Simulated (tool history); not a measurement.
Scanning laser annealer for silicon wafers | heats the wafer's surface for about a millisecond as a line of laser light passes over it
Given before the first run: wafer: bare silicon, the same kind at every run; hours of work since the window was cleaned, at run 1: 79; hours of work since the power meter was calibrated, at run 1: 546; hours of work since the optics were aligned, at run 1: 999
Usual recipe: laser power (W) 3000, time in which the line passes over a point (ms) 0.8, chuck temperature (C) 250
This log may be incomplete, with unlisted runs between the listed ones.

run	hour	laser power (W)	time in which the line passes over a point (ms)	chuck temperature (C)	hours of work since the window was cleaned	hours of work since the power meter was calibrated	hours of work since the optics were aligned	highest temperature of the surface (C)
1	0	3000	0.8	250	79	546	999	955
# hour 37.7: optics aligned, line set to its width
2	63.4	3000	0.8	250	117	584	17	961
3	119.8	3000	0.8	250	155	622	54	960
4	151.2	3000	0.8	250	176	643	75	960
5	203.4	3000	0.8	250	210	677	110	958
6	234.9	3000	0.8	250	231	698	131	959
7	289.8	3000	0.8	250	267	735	167	958
8	330.2	3000	0.612	250	294	761	194	878
9	372.4	3000	0.8	264	322	789	222	970
10	422.3	3000	0.8	264	355	822	255	968
11	469.5	3000	0.8	250	387	854	287	952
12	512.2	3000	0.8	250	415	882	315	954
# hour 524: window over the wafer cleaned
13	559.7	3000	0.8	250	24	912	345	961
14	606.8	3000	0.8	250	55	944	376	964
15	669	3038	0.8	250	96	985	417	968
16	706.5	3038	0.8	250	121	1010	442	966
17	738.2	3038	0.8	230	142	1031	463	948
18	781.8	3038	0.8	230	171	1060	492	946
19	814.1	3038	0.8	230	192	1081	514	944
20	858.7	3038	0.8	230	222	1111	543	946
21	920.4	3000	0.742	260	263	1152	584	942
22	956.4	3000	0.742	260	287	1175	608	941
23	1005.3	3000	0.742	260	319	1208	641	942
24	1048.6	2942	0.994	235	348	1237	669	994
25	1112.6	2942	0.641	268	391	1279	712	891
# hour 1165.2: window over the wafer cleaned
26	1174.7	2942	0.641	281	6	1319	752	912
27	1207.3	2942	0.641	281	28	1341	773	911
28	1248.3	2980	0.586	250	55	1368	801	865
29	1296.3	2980	0.586	250	87	1400	832	863
30	1335	2789	0.911	250	113	1425	858	949
31	1362.8	3227	0.8	250	131	1444	877	1005
32	1416.5	3000	0.872	250	167	1479	912	982
33	1450.2	3180	0.886	238	189	1502	934	1016
34	1490.7	3163	0.796	250	216	1529	961	988
35	1526	2580	0.925	250	239	1552	985	899
36	1570.3	2596	0.76	238	269	1581	1014	837
# hour 1585.5: optics aligned, line set to its width
37	1622.5	3117	0.838	238	300	1613	25	989
38	1684.4	3117	0.838	238	341	1654	66	987
39	1715.2	3273	0.838	238	362	1674	86	1018
40	1754.7	2559	0.93	249	388	1700	112	899

What would each run have given without the hidden state, its run-to-run variation left as it was?
Hidden conditions of the tool in this case: light that passes the window, % of a clean one's; laser's true power over the reading, %; width of the line over the set one, %; drift of the gauge itself on peak_c, C.
run	highest temperature of the surface (C)
1	965
2	964
3	964
4	964
5	964
6	965
7	965
8	885
9	978
10	978
11	963
12	966
13	963
14	968
15	973
16	971
17	954
18	953
19	951
20	954
21	951
22	951
23	953
24	1007
25	902
26	917
27	915
28	870
29	869
30	956
31	1014
32	992
33	1027
34	1000
35	910
36	848
37	995
38	994
39	1026
40	907

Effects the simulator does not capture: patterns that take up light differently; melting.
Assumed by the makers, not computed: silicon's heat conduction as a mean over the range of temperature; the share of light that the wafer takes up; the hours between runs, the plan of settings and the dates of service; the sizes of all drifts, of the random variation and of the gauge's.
